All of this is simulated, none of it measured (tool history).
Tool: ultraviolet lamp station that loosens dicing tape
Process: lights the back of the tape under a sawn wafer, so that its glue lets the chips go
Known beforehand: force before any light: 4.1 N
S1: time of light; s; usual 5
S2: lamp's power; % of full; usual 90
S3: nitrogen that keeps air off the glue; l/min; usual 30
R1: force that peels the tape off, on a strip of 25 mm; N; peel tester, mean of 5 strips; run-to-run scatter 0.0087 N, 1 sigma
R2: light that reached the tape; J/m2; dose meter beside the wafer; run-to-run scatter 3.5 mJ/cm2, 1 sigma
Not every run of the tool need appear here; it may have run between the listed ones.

run,hour,S1,S2,S3,R1,R2
1,0.0,5,90,30,0.365,5800
2,4.3,5,90,30,0.362,5780
3,10.3,5,72,30,0.568,4620
4,18.1,3,72,30,1.138,2770
5,27.2,3,72,30,1.169,2740
6,32.9,3,72,35,1.115,2750
7,40.7,3,72,35,1.156,2770
8,47.5,3,72,35,1.086,2740
9,52.3,3,72,35,1.122,2760
10,62.3,5,90,30,0.369,5730
11,69.0,5,90,18,0.439,5690
12,78.9,4,67,23,0.971,3390
13,89.2,4,71,23,0.880,3560
14,94.6,8,66,22,0.308,6630
15,99.8,5,88,29,0.396,5560
16,106.1,7,88,31,0.211,7730
17,112.7,7,66,9,0.612,5810
18,121.9,7,60,19,0.515,5240
19,130.6,8,80,19,0.238,7960
20,137.1,5,90,26,0.402,5610

Alternative continuations, all from the tool just after run 20; predict every row:
A,146.5,8,92,36,?,?
B,146.5,5,62,30,?,?
C,146.5,5,73,30,?,?
D,146.5,4,99,11,?,?

run,R1,R2
A,0.173,9160
B,0.728,3920
C,0.546,4610
D,0.724,4940
Had the tool no hidden state, the same runs would have come out as:
run,R1,R2
A,0.167,9530
B,0.683,4070
C,0.510,4790
D,0.680,5140
